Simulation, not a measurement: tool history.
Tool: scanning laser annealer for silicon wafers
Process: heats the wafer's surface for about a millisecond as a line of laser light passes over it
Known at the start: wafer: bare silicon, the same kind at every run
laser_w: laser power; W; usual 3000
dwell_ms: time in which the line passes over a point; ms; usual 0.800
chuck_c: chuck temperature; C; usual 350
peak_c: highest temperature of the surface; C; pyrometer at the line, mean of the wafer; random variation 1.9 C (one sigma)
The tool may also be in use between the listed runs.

run   hour  laser_w  dwell_ms  chuck_c  peak_c
  1    0.0     3000     0.800      350    1115
  2   15.2     3000     0.800      350    1115
  3   30.1     3000     0.800      350    1111
  4   37.5     3000     0.800      350    1111
  5   49.2     3000     0.800      350    1112
  6   62.0     3000     0.800      350    1113
  7   75.3     3000     0.800      350    1109
  8   86.8     3000     0.800      350    1105
  9   98.2     3000     0.800      316    1074
 10  108.8     3000     0.800      316    1072
 11  122.0     3000     0.800      385    1143
 12  130.6     2823     0.662      356     992
 13  143.8     2823     0.662      356     991
 14  156.1     2823     0.662      356     989
 15  163.3     3017     0.800      343    1102
 16  178.3     3017     0.800      343    1106
 17  189.9     3270     0.925      344    1251
 18  199.6     3270     0.925      344    1253
 19  207.9     3270     0.925      344    1252
 20  215.3     3270     0.785      344    1177
 21  230.7     2911     0.771      350    1059
 22  243.8     2911     0.771      350    1062

Forecast each of these 5 alternatives for the next run:
  A  252.7     2747     0.800      350       ?
  B  252.7     3271     0.630      320       ?
  C  252.7     2911     0.700      330       ?
  D  252.7     2922     0.986      326       ?
  E  252.7     2911     0.771      362       ?

run  peak_c
  A    1025
  B    1061
  C    1007
  D    1141
  E    1074
Without the tool's hidden state the same runs would have given:
run  peak_c
  A    1063
  B    1102
  C    1045
  D    1186
  E    1114

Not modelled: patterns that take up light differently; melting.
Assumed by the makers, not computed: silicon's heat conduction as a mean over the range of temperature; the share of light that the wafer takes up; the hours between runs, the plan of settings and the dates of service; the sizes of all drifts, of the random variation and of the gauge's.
